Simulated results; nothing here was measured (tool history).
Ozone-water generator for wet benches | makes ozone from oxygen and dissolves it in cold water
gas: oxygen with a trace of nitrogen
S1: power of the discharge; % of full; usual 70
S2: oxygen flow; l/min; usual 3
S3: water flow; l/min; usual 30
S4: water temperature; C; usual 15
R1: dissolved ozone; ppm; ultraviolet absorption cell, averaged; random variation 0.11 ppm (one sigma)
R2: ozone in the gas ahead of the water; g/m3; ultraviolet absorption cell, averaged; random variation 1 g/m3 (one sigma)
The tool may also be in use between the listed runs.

Run 1, day 0: usual settings. Result: R1 7.9 ppm, R2 171.5 g/m3.
Run 2, day 3.004: usual settings but S2 1.79 l/min. Result: R1 6.6 ppm, R2 222.3 g/m3.
Run 3, day 6.908: usual settings but S3 41 l/min. Result: R1 5.2 ppm, R2 173.7 g/m3.
Run 4, day 10.825: usual settings but S3 41 l/min. Result: R1 5.3 ppm, R2 172.5 g/m3.
Run 5, day 14.721: usual settings but S1 47 % of full. Result: R1 5.6 ppm, R2 125.6 g/m3.
Run 6, day 17.692: usual settings but S3 40 l/min. Result: R1 5.4 ppm, R2 172.5 g/m3.
Run 7, day 20.904: usual settings but S3 40 l/min. Result: R1 5.5 ppm, R2 173.1 g/m3.
Run 8, day 23.325: usual settings but S3 40 l/min. Result: R1 5.4 ppm, R2 174.4 g/m3.
Run 9, day 25.767: usual settings. Result: R1 7.7 ppm, R2 172.2 g/m3.
Run 10, day 28.525: usual settings. Result: R1 8 ppm, R2 174.6 g/m3.
Run 11, day 32.629: usual settings. Result: R1 8 ppm, R2 172.7 g/m3.
Run 12, day 36.617: usual settings. Result: R1 8 ppm, R2 173.5 g/m3.
Run 13, day 41.496: usual settings but S1 46 % of full. Result: R1 5.6 ppm, R2 122.4 g/m3.
Run 14, day 44.871: usual settings but S1 61 % of full. Result: R1 7.1 ppm, R2 154.7 g/m3.
Run 15, day 47.679: usual settings but S1 61 % of full. Result: R1 7.1 ppm, R2 152.6 g/m3.
Run 16, day 50: usual settings but S1 61 % of full, S2 3.84 l/min, S3 19 l/min. Result: R1 12.2 ppm, R2 137.2 g/m3.
Run 17, day 54.338: usual settings but S1 61 % of full, S2 2.21 l/min, S3 21 l/min. Result: R1 9.9 ppm, R2 178 g/m3.
Run 18, day 59.592: usual settings but S1 82 % of full, S2 1.61 l/min, S3 42 l/min, S4 13 C. Result: R1 4.8 ppm, R2 266.9 g/m3.
Run 19, day 64.946: usual settings but S3 29 l/min. Result: R1 8 ppm, R2 172.6 g/m3.
Run 20, day 67.8: usual settings but S3 29 l/min. Result: R1 8.1 ppm, R2 173.9 g/m3.
Run 21, day 72.1: usual settings but S2 3.01 l/min, S3 32 l/min, S4 9 C. Result: R1 7.5 ppm, R2 172.3 g/m3.
Run 22, day 75.933: usual settings but S1 76 % of full, S2 3.73 l/min, S3 44 l/min, S4 8 C. Result: R1 5.8 ppm, R2 167.1 g/m3.
Run 23, day 80.483: usual settings but S1 76 % of full, S2 3.73 l/min, S3 44 l/min, S4 8 C. Result: R1 5.8 ppm, R2 165.4 g/m3.
Run 24, day 83.271: usual settings but S1 97 % of full, S2 3.15 l/min, S4 13 C. Result: R1 10.9 ppm, R2 219.4 g/m3.
Run 25, day 86.238: usual settings but S1 58 % of full, S2 2.04 l/min, S3 45 l/min. Result: R1 3.5 ppm, R2 178.9 g/m3.
Run 26, day 89.029: usual settings but S1 45 % of full. Result: R1 5.6 ppm, R2 120.2 g/m3.
Run 27, day 92.233: usual settings but S1 45 % of full. Result: R1 5.2 ppm, R2 119.4 g/m3.
Run 28, day 97.192: usual settings but S2 4.31 l/min, S3 28 l/min. Result: R1 9.3 ppm, R2 145.1 g/m3.
Run 29, day 100.517: usual settings but S2 4.31 l/min, S3 28 l/min. Result: R1 9.3 ppm, R2 145.1 g/m3.
Run 30, day 102.946: usual settings but S2 4.31 l/min, S3 28 l/min. Result: R1 9.3 ppm, R2 145.5 g/m3.

4 ways to go on from here, each from the tool as it stands after run 30. What would each give?
Run A, day 105.492: usual settings but S1 40 % of full, S2 1.82 l/min. Result: R1 ?, R2 ?.
Run B, day 105.492: usual settings but S2 4.31 l/min, S3 19 l/min. Result: R1 ?, R2 ?.
Run C, day 105.492: usual settings but S2 4.31 l/min, S3 23 l/min, S4 11 C. Result: R1 ?, R2 ?.
Run D, day 105.492: usual settings but S4 10 C. Result: R1 ?, R2 ?.

run    R1     R2
  A   4.2    139
  B  13.9  145.1
  C  12.2  144.2
  D   8.2  173.8
Without the tool's hidden state the same runs would have given:
run    R1     R2
  A   4.2  139.1
  B  13.9  145.3
  C  12.2  144.4
  D   8.2  174.1
